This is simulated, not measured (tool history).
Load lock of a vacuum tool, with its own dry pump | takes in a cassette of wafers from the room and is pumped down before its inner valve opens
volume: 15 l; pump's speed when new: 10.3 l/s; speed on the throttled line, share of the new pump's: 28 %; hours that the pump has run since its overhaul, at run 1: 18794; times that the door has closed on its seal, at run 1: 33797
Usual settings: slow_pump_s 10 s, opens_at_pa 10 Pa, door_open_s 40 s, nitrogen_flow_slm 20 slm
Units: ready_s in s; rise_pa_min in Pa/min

| run | hour | slow_pump_s | opens_at_pa | door_open_s | nitrogen_flow_slm | hours that the pump has run since its overhaul | times that the door has closed on its seal | incoming humidity of the room's air, % | ready_s | rise_pa_min |
|---|---|---|---|---|---|---|---|---|---|---|
| 1 | 0.0 | 10 | 10 | 40 | 20 | 18794 | 33797 | 43.5 | 21.1 | 0.022 |
| 2 | 706.4 | 10 | 10 | 40 | 20 | 19501 | 36188 | 46.6 | 20.8 | 0.025 |
| 3 | 1083.6 | 10 | 10 | 40 | 20 | 19878 | 37465 | 44.9 | 20.3 | 0.030 |
| 4 | 1383.3 | 10 | 10 | 40 | 20 | 20177 | 38480 | 44.7 | 20.8 | 0.032 |
| 5 | 2041.6 | 10 | 10 | 40 | 20 | 20836 | 40709 | 44.7 | 20.4 | 0.030 |
| 6 | 2767.7 | 10 | 10 | 40 | 20 | 21562 | 43167 | 44.0 | 20.6 | 0.030 |
| 7 | 3297.0 | 10 | 10 | 40 | 20 | 22091 | 44958 | 43.9 | 20.7 | 0.028 |
| 8 | 3936.2 | 10 | 10 | 40 | 20 | 22730 | 47122 | 41.6 | 20.9 | 0.030 |
| 9 | 4333.5 | 10 | 10 | 40 | 20 | 23128 | 48467 | 46.2 | 21.4 | 0.027 |
|  | 4542.8 | door's seal changed, seat wiped |
| 10 | 4968.9 | 10 | 10 | 31 | 20 | 23762 | 1442 | 45.1 | 21.0 | 0.029 |
|  | 5090.3 | dry pump taken out, an overhauled one fitted |
| 11 | 5377.5 | 10 | 10 | 40 | 20 | 287 | 2805 | 47.4 | 21.0 | 0.025 |
| 12 | 5874.4 | 10 | 10 | 40 | 20 | 784 | 4488 | 45.0 | 20.7 | 0.027 |
| 13 | 6611.9 | 10 | 10 | 40 | 20 | 1522 | 6984 | 45.9 | 21.1 | 0.028 |
| 14 | 7258.1 | 10 | 10 | 40 | 20 | 2168 | 9172 | 42.7 | 20.9 | 0.027 |
| 15 | 7952.4 | 10 | 10 | 40 | 20 | 2862 | 11523 | 42.2 | 21.1 | 0.024 |
| 16 | 8628.4 | 10 | 10 | 40 | 20 | 3538 | 13811 | 46.4 | 20.7 | 0.029 |
| 17 | 9230.0 | 10 | 10 | 40 | 20 | 4140 | 15847 | 49.4 | 20.9 | 0.027 |
| 18 | 9793.3 | 10 | 13 | 64 | 37 | 4703 | 17754 | 42.6 | 20.7 | 0.025 |
| 19 | 10412.7 | 11 | 20 | 62 | 28 | 5322 | 19852 | 45.8 | 20.2 | 0.027 |
| 20 | 10858.1 | 11 | 20 | 62 | 28 | 5768 | 21359 | 44.0 | 20.9 | 0.021 |
| 21 | 11400.7 | 19 | 10 | 40 | 5 | 6310 | 23196 | 45.7 | 27.2 | 0.044 |
| 22 | 11918.3 | 10 | 10 | 43 | 20 | 6828 | 24949 | 45.5 | 20.9 | 0.027 |
| 23 | 12414.9 | 9 | 17 | 43 | 20 | 7325 | 26630 | 46.0 | 19.2 | 0.035 |
| 24 | 12954.1 | 13 | 9 | 31 | 20 | 7864 | 28455 | 45.1 | 22.7 | 0.020 |
| 25 | 13316.1 | 13 | 9 | 31 | 20 | 8226 | 29681 | 45.6 | 23.0 | 0.024 |
| 26 | 13743.9 | 10 | 10 | 71 | 20 | 8654 | 31129 | 42.8 | 20.5 | 0.030 |
| 27 | 14422.9 | 10 | 11 | 40 | 20 | 9333 | 33427 | 45.3 | 20.5 | 0.030 |
| 28 | 15000.4 | 7 | 10 | 219 | 8 | 9910 | 35383 | 46.2 | 18.6 | 0.068 |
| 29 | 15728.2 | 9 | 10 | 28 | 16 | 10638 | 37847 | 44.6 | 20.2 | 0.029 |
| 30 | 16305.6 | 9 | 10 | 28 | 16 | 11215 | 39801 | 43.7 | 20.3 | 0.031 |
| 31 | 16635.4 | 6 | 8 | 77 | 10 | 11545 | 40918 | 46.6 | 18.4 | 0.044 |

5 ways to go on from here, each from the tool as it stands after run 31. What would each give?
| A | 17314.1 | 6 | 11 | 77 | 6 | 12224 | 43215 | 47.9 | ? | ? |
| B | 17314.1 | 9 | 8 | 136 | 34 | 12224 | 43215 | 44.1 | ? | ? |
| C | 17314.1 | 6 | 8 | 77 | 18 | 12224 | 43215 | 47.8 | ? | ? |
| D | 17314.1 | 8 | 8 | 77 | 10 | 12224 | 43215 | 46.7 | ? | ? |
| E | 17314.1 | 11 | 14 | 40 | 20 | 12224 | 43215 | 46.5 | ? | ? |

| run | ready_s | rise_pa_min |
|---|---|---|
| A | 17.9 | 0.058 |
| B | 20.6 | 0.029 |
| C | 18.3 | 0.039 |
| D | 20.4 | 0.048 |
| E | 21.0 | 0.026 |
Without the tool's hidden state the same runs would have given:
| run | ready_s | rise_pa_min |
|---|---|---|
| A | 17.9 | 0.055 |
| B | 20.6 | 0.027 |
| C | 18.3 | 0.037 |
| D | 20.4 | 0.046 |
| E | 21.0 | 0.024 |

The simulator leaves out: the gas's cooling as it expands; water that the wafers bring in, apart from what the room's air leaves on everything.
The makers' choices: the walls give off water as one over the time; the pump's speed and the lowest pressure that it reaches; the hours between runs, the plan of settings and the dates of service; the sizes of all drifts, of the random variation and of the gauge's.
